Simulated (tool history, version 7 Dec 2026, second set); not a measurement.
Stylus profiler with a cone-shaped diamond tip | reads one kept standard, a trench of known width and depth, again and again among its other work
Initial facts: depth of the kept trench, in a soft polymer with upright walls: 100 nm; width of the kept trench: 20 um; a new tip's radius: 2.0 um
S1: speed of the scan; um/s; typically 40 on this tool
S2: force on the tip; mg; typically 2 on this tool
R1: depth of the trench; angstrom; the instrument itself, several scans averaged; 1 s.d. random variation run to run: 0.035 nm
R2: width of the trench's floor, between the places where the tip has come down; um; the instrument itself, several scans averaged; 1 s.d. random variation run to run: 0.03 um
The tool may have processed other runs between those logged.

run,hour,S1,S2,R1,R2
1,0,40,2,1005.9,18.13
2,37.2,40,2,1005.8,18.14
3,83.2,40,0.94,1003.8,18.01
4,157.3,40,0.94,1003.8,18.04
5,222.7,40,0.94,1004.3,17.99
6,287.9,40,3.82,1008.7,18.16
7,351,40,2.22,1007,18.1
8,426.5,86,1.15,1004.5,17.59
9,467.8,86,1.15,1005,17.62
10,539.5,86,1.15,1005.3,17.63
11,584.2,31,1.15,1005,18.04
12,654.5,149,5.43,1011.3,17.77

Each row is a separate what-if for the run after 12, all from the same tool condition, not one after another. Results?
A,694.4,13,1.82,?,?
B,694.4,22,2.48,?,?
C,694.4,100,5.41,?,?

run,R1,R2
A,1006.3,18.25
B,1007.9,18.17
C,1011.6,17.91
Stripped of hidden state, with their random variation kept, the same runs would have yielded:
run,R1,R2
A,1004.5,18.7
B,1006.2,18.62
C,1009.8,18.37
